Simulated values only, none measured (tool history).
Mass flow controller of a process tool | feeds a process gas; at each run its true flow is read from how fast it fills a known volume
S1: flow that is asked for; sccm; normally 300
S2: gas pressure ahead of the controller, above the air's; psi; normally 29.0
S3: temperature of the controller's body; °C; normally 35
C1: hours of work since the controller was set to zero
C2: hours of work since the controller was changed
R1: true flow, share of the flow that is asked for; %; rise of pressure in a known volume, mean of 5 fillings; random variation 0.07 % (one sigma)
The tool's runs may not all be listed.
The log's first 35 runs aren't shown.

| run | hour | S1 | S2 | S3 | C1 | C2 | R1 |
|---|---|---|---|---|---|---|---|
| 36 | 3172.5 | 138 | 24.7 | 29 | 816 | 5499 | 95.26 |
| 37 | 3252.6 | 138 | 24.7 | 29 | 878 | 5561 | 95.16 |
| 38 | 3354.2 | 138 | 24.7 | 29 | 957 | 5640 | 95.24 |
| 39 | 3407.6 | 852 | 22.8 | 21 | 998 | 5682 | 96.87 |
| 40 | 3491.8 | 300 | 34.4 | 35 | 1064 | 5747 | 96.82 |
| 41 | 3559.7 | 143 | 32.2 | 35 | 1116 | 5800 | 95.77 |
| 42 | 3609.9 | 143 | 32.2 | 35 | 1155 | 5839 | 95.85 |
| 43 | 3690.9 | 161 | 29.6 | 25 | 1218 | 5901 | 94.76 |
| 44 | 3748.4 | 161 | 29.6 | 25 | 1263 | 5946 | 94.75 |
| 45 | 3845.9 | 161 | 29.6 | 25 | 1338 | 6022 | 94.72 |
| 46 | 3917.3 | 577 | 29.0 | 35 | 1394 | 6077 | 97.58 |
| 47 | 3990.4 | 583 | 25.1 | 35 | 1451 | 6134 | 97.16 |
| 48 | 4050.2 | 583 | 25.1 | 35 | 1497 | 6180 | 97.37 |
| 49 | 4151.0 | 583 | 25.1 | 35 | 1575 | 6258 | 97.40 |

Predict each of these 3 candidate next runs independently; none follows another, all start after run 49:
| A | 4265.3 | 295 | 32.3 | 35 | 1664 | 6347 | ? |
| B | 4265.3 | 229 | 27.0 | 32 | 1664 | 6347 | ? |
| C | 4265.3 | 238 | 23.6 | 38 | 1664 | 6347 | ? |

| run | R1 |
|---|---|
| A | 96.37 |
| B | 95.57 |
| C | 96.19 |
Had the tool no hidden state, the same runs would have come out as:
| run | R1 |
|---|---|
| A | 99.14 |
| B | 98.51 |
| C | 99.10 |
